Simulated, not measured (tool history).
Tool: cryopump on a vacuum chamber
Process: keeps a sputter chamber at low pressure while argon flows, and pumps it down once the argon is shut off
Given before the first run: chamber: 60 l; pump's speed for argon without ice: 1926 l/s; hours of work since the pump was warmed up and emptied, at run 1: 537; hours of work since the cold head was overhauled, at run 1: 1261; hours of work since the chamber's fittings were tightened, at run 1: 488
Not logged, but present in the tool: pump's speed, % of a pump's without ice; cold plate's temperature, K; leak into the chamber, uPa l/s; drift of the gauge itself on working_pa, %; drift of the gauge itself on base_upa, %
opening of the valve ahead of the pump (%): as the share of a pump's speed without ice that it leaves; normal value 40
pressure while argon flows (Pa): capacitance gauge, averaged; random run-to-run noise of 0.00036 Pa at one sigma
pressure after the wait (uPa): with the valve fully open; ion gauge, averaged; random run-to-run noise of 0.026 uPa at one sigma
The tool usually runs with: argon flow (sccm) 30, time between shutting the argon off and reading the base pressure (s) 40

run,day,argon flow (sccm),time between shutting the argon off and reading the base pressure (s),opening of the valve ahead of the pump (%),hours of work since the pump was warmed up and emptied,hours of work since the cold head was overhauled,hours of work since the chamber's fittings were tightened,pressure while argon flows (Pa),pressure after the wait (uPa)
1,0,30,40,40,537,1261,488,0.0697,1.94
2,1.271,30,163,40,555,1279,506,0.0701,1.25
3,2.812,30,163,40,576,1301,527,0.0696,1.27
4,4.262,30,163,40,596,1321,547,0.0707,1.3
5,5.829,30,163,25,618,1343,569,0.1102,1.35
6,7.004,30,40,34,635,1359,586,0.0819,2.09
7,8.662,30,40,34,658,1382,609,0.0822,2.16
# day 11.054: pump warmed up, emptied and cooled again
8,11.054,30,43,40,0,1413,639,0.0658,1.97
9,12.762,30,43,40,24,1437,663,0.0664,1.98
10,14.25,30,40,40,45,1457,684,0.0664,2.12
11,15.375,30,40,40,60,1473,700,0.067,2.07
12,17.508,30,40,40,90,1503,729,0.0666,2.17
13,19.588,30,183,40,119,1532,758,0.0666,1.45
14,21.6,58,20,49,147,1560,787,0.106,3.22
15,23.321,30,40,37,171,1584,811,0.0732,2.26
16,25.221,28,182,34,198,1611,837,0.0741,1.62
17,26.717,29,51,44,219,1631,858,0.0596,2.22
18,27.658,29,51,44,232,1645,871,0.0593,2.2
19,29,21,51,18,250,1663,890,0.1032,2.27

What differs in the tool's unlogged condition from the final listed run ahead of each entry between runs to the first listed run following it?
Run 7 -> run 8: pump warmed up, emptied and cooled again (day 11.054)
  pump's speed, % of a pump's without ice: 84.9 -> 99.6; cold plate's temperature, K: 12.62 -> 12.63; leak into the chamber, uPa l/s: 1953 -> 2035
  measured minus no-state result, pressure while argon flows (Pa): +0.0051 -> +0.0005; pressure after the wait (uPa): +1.05 -> +0.93

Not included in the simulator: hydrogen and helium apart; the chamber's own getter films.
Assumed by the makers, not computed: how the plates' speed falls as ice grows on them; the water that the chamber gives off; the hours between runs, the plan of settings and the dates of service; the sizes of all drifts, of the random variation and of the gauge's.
